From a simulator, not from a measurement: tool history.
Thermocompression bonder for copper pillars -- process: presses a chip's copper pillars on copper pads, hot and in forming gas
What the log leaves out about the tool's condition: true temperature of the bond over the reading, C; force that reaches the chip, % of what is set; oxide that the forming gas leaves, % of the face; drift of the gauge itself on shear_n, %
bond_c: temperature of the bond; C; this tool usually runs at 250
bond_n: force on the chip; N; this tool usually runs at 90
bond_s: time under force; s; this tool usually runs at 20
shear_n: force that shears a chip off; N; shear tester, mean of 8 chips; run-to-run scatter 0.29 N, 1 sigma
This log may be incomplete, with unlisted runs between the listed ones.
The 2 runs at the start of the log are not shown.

| run | hour | bond_c | bond_n | bond_s | hours of work since the heater was calibrated | hours of work since the force cell was calibrated | hours of work since the gas filter was changed | shear_n |
|---|---|---|---|---|---|---|---|---|
| 3 | 32.0 | 243 | 90 | 20 | 763 | 376 | 262 | 57.7 |
| 4 | 51.5 | 250 | 90 | 14 | 772 | 384 | 271 | 55.3 |
| 5 | 64.8 | 250 | 90 | 14 | 777 | 390 | 276 | 55.6 |
| 6 | 81.1 | 250 | 90 | 20 | 784 | 397 | 283 | 63.0 |
| 7 | 97.6 | 250 | 90 | 20 | 791 | 404 | 290 | 62.8 |
| 8 | 116.9 | 250 | 90 | 20 | 800 | 412 | 299 | 62.9 |
| 9 | 131.6 | 250 | 90 | 20 | 806 | 418 | 305 | 62.8 |
| 10 | 144.7 | 250 | 90 | 20 | 811 | 424 | 310 | 62.7 |
| 11 | 167.1 | 250 | 90 | 20 | 821 | 433 | 320 | 62.6 |
| 12 | 184.6 | 249 | 90 | 20 | 828 | 441 | 328 | 61.6 |
| 13 | 203.4 | 249 | 90 | 20 | 836 | 449 | 336 | 61.5 |
| 14 | 216.4 | 249 | 90 | 20 | 842 | 454 | 341 | 61.6 |
| 15 | 239.1 | 250 | 77 | 20 | 852 | 464 | 351 | 52.4 |
| 16 | 257.8 | 250 | 77 | 20 | 860 | 472 | 359 | 52.0 |
| 17 | 270.0 | 250 | 77 | 20 | 865 | 477 | 364 | 52.4 |
| 18 | 279.7 | 250 | 71 | 20 | 869 | 482 | 368 | 47.5 |
| 19 | 299.7 | 250 | 71 | 20 | 878 | 490 | 377 | 47.9 |
| 20 | 318.0 | 250 | 71 | 20 | 885 | 498 | 384 | 47.3 |
| 21 | 327.9 | 250 | 90 | 11 | 890 | 502 | 389 | 49.4 |

Run 22 has not been measured yet. What should we expect?
| 22 | 350.7 | 221 | 67 | 23 | 899 | 512 | 398 | ? |

shear_n: 30.0 N
Were there no unlogged condition in the tool, this run, its random variation unchanged, would have produced shear_n 33.3 N.

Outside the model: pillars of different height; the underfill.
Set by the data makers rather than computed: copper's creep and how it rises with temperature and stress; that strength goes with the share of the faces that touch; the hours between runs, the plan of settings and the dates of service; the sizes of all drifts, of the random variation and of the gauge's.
